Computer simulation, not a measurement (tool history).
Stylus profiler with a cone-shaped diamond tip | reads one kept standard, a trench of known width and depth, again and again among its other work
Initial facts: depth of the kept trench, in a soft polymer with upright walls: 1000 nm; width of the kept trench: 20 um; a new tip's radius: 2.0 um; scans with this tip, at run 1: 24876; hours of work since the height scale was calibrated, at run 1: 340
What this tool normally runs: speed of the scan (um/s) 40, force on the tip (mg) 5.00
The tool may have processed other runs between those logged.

run,hour,speed of the scan (um/s),force on the tip (mg),scans with this tip,hours of work since the height scale was calibrated,depth of the trench (Å),width of the trench's floor (µm)
1,0.0,40,5.00,24876,340,10149.2,14.34
2,61.5,48,5.00,25316,385,10150.0,14.28
3,125.5,40,5.00,25773,433,10147.7,14.30
4,178.2,40,1.74,26150,472,10061.7,14.13
5,239.9,40,5.00,26591,518,10142.4,14.21
6,294.1,40,5.00,26978,559,10142.8,14.22
7,380.4,33,11.72,27594,623,10268.2,14.24
8,476.8,33,11.72,28284,695,10265.1,14.22
9,529.3,33,11.72,28659,734,10260.6,14.19
10,615.5,33,11.72,29274,798,10263.7,14.12

5 options for the next run, each taken on its own from the tool as it stands now. Forecast them:
A,711.6,11,5.00,29961,869,?,?
B,711.6,38,8.98,29961,869,?,?
C,711.6,114,10.35,29961,869,?,?
D,711.6,33,12.96,29961,869,?,?
E,711.6,22,13.35,29961,869,?,?

run,depth of the trench (Å),width of the trench's floor (µm)
A,10131.9,14.16
B,10209.9,14.12
C,10236.0,13.85
D,10278.6,14.12
E,10283.0,14.07
What these runs would have given with no unlogged condition in the tool:
run,depth of the trench (Å),width of the trench's floor (µm)
A,10167.0,16.49
B,10245.3,16.45
C,10271.5,16.18
D,10314.2,16.46
E,10318.6,16.40

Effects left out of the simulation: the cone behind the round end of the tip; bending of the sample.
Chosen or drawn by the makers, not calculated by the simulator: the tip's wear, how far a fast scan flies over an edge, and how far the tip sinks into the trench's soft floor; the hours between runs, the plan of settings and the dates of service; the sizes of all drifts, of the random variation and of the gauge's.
